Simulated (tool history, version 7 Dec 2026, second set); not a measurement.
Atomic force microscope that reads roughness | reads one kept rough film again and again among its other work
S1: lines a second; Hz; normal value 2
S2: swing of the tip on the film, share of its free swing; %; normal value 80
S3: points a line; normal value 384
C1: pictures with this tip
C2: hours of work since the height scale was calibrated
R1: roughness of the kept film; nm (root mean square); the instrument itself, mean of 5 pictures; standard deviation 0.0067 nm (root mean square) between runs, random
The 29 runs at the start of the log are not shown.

run    hour    S1  S2   S3   C1   C2     R1
 30   992.1  2.97  73  384  169  148  1.281
 31  1020.7  2.97  73  384  224  166  1.284
       1046  -- new tip fitted
 32  1056.8  2.97  73  384   20  189  1.333
 33  1100.9  2.97  73  384  105  217  1.317
 34  1140.6  0.88  73  549  181  243   1.44
     1184.7  -- new tip fitted
 35  1185.2  0.91  62  545    1  271  1.503
 36  1212.2  0.91  62  545   52  289  1.486
 37    1245  3.21  76  649  115  310  1.272
 38  1271.1  1.32  85  330  165  326  1.326

Run 39 comes next. What will it give?
 39  1319.6  1.53  72  336  257  358   ?

{"run 39": {"R1": 1.362}}
Were there no unlogged condition in the tool, this run, its random variation unchanged, would have produced R1 1.429 nm (root mean square).
